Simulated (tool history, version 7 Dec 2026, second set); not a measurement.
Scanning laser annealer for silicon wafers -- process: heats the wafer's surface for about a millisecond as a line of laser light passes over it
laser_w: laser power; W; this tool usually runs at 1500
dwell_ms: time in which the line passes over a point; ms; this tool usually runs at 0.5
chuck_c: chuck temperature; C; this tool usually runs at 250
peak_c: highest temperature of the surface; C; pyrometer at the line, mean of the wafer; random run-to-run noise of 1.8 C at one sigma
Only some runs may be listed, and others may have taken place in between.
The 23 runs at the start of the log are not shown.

run   hour  laser_w  dwell_ms  chuck_c  hours of work since the window was cleaned  hours of work since the power meter was calibrated  hours of work since the optics were aligned  peak_c
 24  406.6     1584     0.617      275                                         847                                                 540                                          650    1226
 25    420     1584      0.54      275                                         855                                                 549                                          658    1168
 26  440.6     1584      0.54      275                                         868                                                 561                                          671    1170
 27  465.6     1500     0.617      243                                         883                                                 577                                          686    1134
 28  478.5     1589     0.617      252                                         891                                                 585                                          694    1205
     488.8  -- window over the wafer cleaned
 29  503.8     1287     0.505      216                                           9                                                 599                                          709     906
 30  528.7     1287     0.505      216                                          25                                                 614                                          724     904
 31    553     1500     0.578      250                                          40                                                 630                                          739    1119
 32  564.4     1500     0.578      250                                          47                                                 637                                          746    1122
 33  587.2     1500     0.428      250                                          61                                                 651                                          760    1009
 34    601     1596     0.428      250                                          69                                                 659                                          769    1063
 35  617.6     1596     0.428      250                                          80                                                 669                                          779    1059
 36  638.4     1596     0.428      250                                          92                                                 682                                          792    1062
 37  658.6     1378     0.487      273                                         105                                                 695                                          804    1003
 38  683.1     1389     0.453      247                                         120                                                 710                                          819     958
 39  700.4     1371       0.5      285                                         131                                                 721                                          830    1019
 40  716.3     1319     0.481      235                                         141                                                 730                                          840     928
 41  742.4     1319     0.481      269                                         157                                                 747                                          856     961

Alternative continuations, all from the tool just after run 41; predict every row:
  A  764.3     1598     0.499      250                                         170                                                 760                                          870       ?
  B  764.3     1573     0.481      269                                         170                                                 760                                          870       ?
  C  764.3     1453       0.5      216                                         170                                                 760                                          870       ?
  D  764.3     1319     0.481      243                                         170                                                 760                                          870       ?

run  peak_c
  A    1122
  B    1109
  C    1002
  D     933
The same runs, with their run-to-run variation unchanged, on a tool lacking any hidden condition would have given:
run  peak_c
  A    1123
  B    1110
  C    1003
  D     934

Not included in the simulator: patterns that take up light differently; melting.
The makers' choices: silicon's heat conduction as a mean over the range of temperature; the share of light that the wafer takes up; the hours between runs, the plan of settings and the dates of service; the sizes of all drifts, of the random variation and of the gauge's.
